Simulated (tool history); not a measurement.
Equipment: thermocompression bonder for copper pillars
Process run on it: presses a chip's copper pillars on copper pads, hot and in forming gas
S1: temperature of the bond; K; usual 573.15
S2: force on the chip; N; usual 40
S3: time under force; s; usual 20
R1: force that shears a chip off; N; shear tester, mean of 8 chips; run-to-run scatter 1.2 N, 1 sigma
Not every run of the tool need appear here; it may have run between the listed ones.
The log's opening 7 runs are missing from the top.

run     day      S1  S2  S3     R1
  8  17.083  573.15  30  20   78.0
  9  18.475  573.15  30  27   87.8
 10  20.821  573.15  30  27   85.4
 11  23.442  573.15  30  27   84.6
     24.625  -- forming gas filter changed
 12  25.571  573.15  40  20   96.4
 13  27.767  573.15  40  20   95.6
     28.075  -- force cell calibrated
 14  29.254  573.15  40  20  102.6
 15  31.933  573.15  40  20   99.3
 16  33.562  573.15  40  20   99.8
     34.854  -- forming gas filter changed
 17  36.338  573.15  50  20  116.0
 18  38.012  573.15  50  21  118.9
 19  40.088  579.15  40  20  105.0
 20  42.746  573.15  52  41  131.9
     44.846  -- forming gas filter changed
 21  45.783  573.15  52  41  134.2
 22  48.058  593.15  41  20  119.7
 23  50.954  593.15  41  20  116.1
 24  52.550  573.15  45  19  101.2
 25  54.038  573.15  45  19   98.6
     54.817  -- forming gas filter changed
 26  56.529  574.15  38  19   92.8
 27  59.612  574.15  38  19   86.4
 28  61.404  600.15  40  20  120.7
 29  63.371  600.15  29  17   93.6
     64.783  -- forming gas filter changed
 30  66.692  600.15  46  17  126.1
 31  68.800  600.15  46  11  113.6
 32  71.458  567.15  40  20   81.7

Run 33 has not been measured yet. What should we expect?
 33  74.162  569.15  40  15   ?

{"run 33": {"R1": 74.1}}
Were there no unlogged condition in the tool, this run, its random variation unchanged, would have produced R1 97.4 N.
